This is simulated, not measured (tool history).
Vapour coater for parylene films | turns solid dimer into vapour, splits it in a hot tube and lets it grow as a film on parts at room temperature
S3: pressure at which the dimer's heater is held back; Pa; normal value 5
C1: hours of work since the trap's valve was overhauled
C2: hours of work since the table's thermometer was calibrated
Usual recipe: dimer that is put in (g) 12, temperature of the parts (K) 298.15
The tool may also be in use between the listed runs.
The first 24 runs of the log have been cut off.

Run 25, hour 1043.1: usual settings but dimer that is put in (g) 10, temperature of the parts (K) 293.15, S3 5.67 Pa; C1 472; C2 206. Result: thickness of the film (µm) 9.49.
Run 26, hour 1071.7: usual settings but dimer that is put in (g) 21, S3 2.88 Pa; C1 495; C2 229. Result: thickness of the film (µm) 18.28.
Run 27, hour 1116.3: usual settings but dimer that is put in (g) 10; C1 530; C2 264. Result: thickness of the film (µm) 8.05.
At hour 1122.8: trap's valve overhauled.
Run 28, hour 1162.4: usual settings but dimer that is put in (g) 10; C1 32; C2 298. Result: thickness of the film (µm) 8.5.
Run 29, hour 1195.6: usual settings but temperature of the parts (K) 300.15, S3 7.56 Pa; C1 58; C2 324. Result: thickness of the film (µm) 9.09.
Run 30, hour 1239.1: usual settings but S3 3.6 Pa; C1 93; C2 359. Result: thickness of the film (µm) 10.55.
Run 31, hour 1266.8: usual settings but dimer that is put in (g) 6, temperature of the parts (K) 293.15, S3 4.19 Pa; C1 115; C2 381. Result: thickness of the film (µm) 6.15.
Run 32, hour 1313.1: usual settings but dimer that is put in (g) 13, temperature of the parts (K) 290.15, S3 10.07 Pa; C1 152; C2 418. Result: thickness of the film (µm) 13.38.
Run 33, hour 1357.4: usual settings but S3 10.95 Pa; C1 187; C2 453. Result: thickness of the film (µm) 9.19.
Run 34, hour 1411.7: usual settings but S3 10.95 Pa; C1 230; C2 497. Result: thickness of the film (µm) 9.27.
Run 35, hour 1443.2: usual settings but S3 10.95 Pa; C1 256; C2 522. Result: thickness of the film (µm) 9.15.
Run 36, hour 1494.3: usual settings but dimer that is put in (g) 15, temperature of the parts (K) 303.15, S3 2.73 Pa; C1 296; C2 563. Result: thickness of the film (µm) 11.27.
Run 37, hour 1533.3: usual settings but dimer that is put in (g) 20, temperature of the parts (K) 303.15, S3 2.96 Pa; C1 327; C2 594. Result: thickness of the film (µm) 14.85.
Run 38, hour 1557.9: usual settings but dimer that is put in (g) 11, temperature of the parts (K) 291.15, S3 4.09 Pa; C1 347; C2 613. Result: thickness of the film (µm) 11.87.
Run 39, hour 1608.4: usual settings but temperature of the parts (K) 307.15; C1 387; C2 654. Result: thickness of the film (µm) 7.23.
Run 40, hour 1664: usual settings but temperature of the parts (K) 307.15; C1 432; C2 698. Result: thickness of the film (µm) 7.17.
Run 41, hour 1700: usual settings but temperature of the parts (K) 307.15; C1 460; C2 727. Result: thickness of the film (µm) 7.21.
Run 42, hour 1747: usual settings but temperature of the parts (K) 307.15; C1 498; C2 764. Result: thickness of the film (µm) 7.1.
Run 43, hour 1780.9: usual settings but dimer that is put in (g) 11, temperature of the parts (K) 292.15, S3 3.2 Pa; C1 525; C2 791. Result: thickness of the film (µm) 11.66.
At hour 1793.8: trap's valve overhauled.
Run 44, hour 1824.1: usual settings but dimer that is put in (g) 11, temperature of the parts (K) 292.15, S3 3.2 Pa; C1 24; C2 822. Result: thickness of the film (µm) 11.94.
Run 45, hour 1865.3: usual settings but dimer that is put in (g) 6, temperature of the parts (K) 294.15, S3 6.6 Pa; C1 57; C2 855. Result: thickness of the film (µm) 5.59.
Run 46, hour 1899.4: usual settings but temperature of the parts (K) 304.15, S3 11.87 Pa; C1 84; C2 883. Result: thickness of the film (µm) 7.39.
Run 47, hour 1946.6: usual settings but temperature of the parts (K) 304.15, S3 11.87 Pa; C1 122; C2 920. Result: thickness of the film (µm) 7.35.

What if the next run were any one of these 3? Each begins from the tool's condition after run 47:
Run A, hour 1988.1: usual settings but dimer that is put in (g) 9, S3 2.7 Pa; C1 155; C2 953. Result: thickness of the film (µm) ?.
Run B, hour 1988.1: usual settings but dimer that is put in (g) 10, temperature of the parts (K) 302.15, S3 11.87 Pa; C1 155; C2 953. Result: thickness of the film (µm) ?.
Run C, hour 1988.1: usual settings but temperature of the parts (K) 300.15, S3 2.34 Pa; C1 155; C2 953. Result: thickness of the film (µm) ?.

run  thickness of the film (µm)
  A                        8.02
  B                         6.5
  C                       10.12
Take away the tool's hidden state, keep each run's random variation, and the runs would have read:
run  thickness of the film (µm)
  A                        8.31
  B                        6.73
  C                       10.48
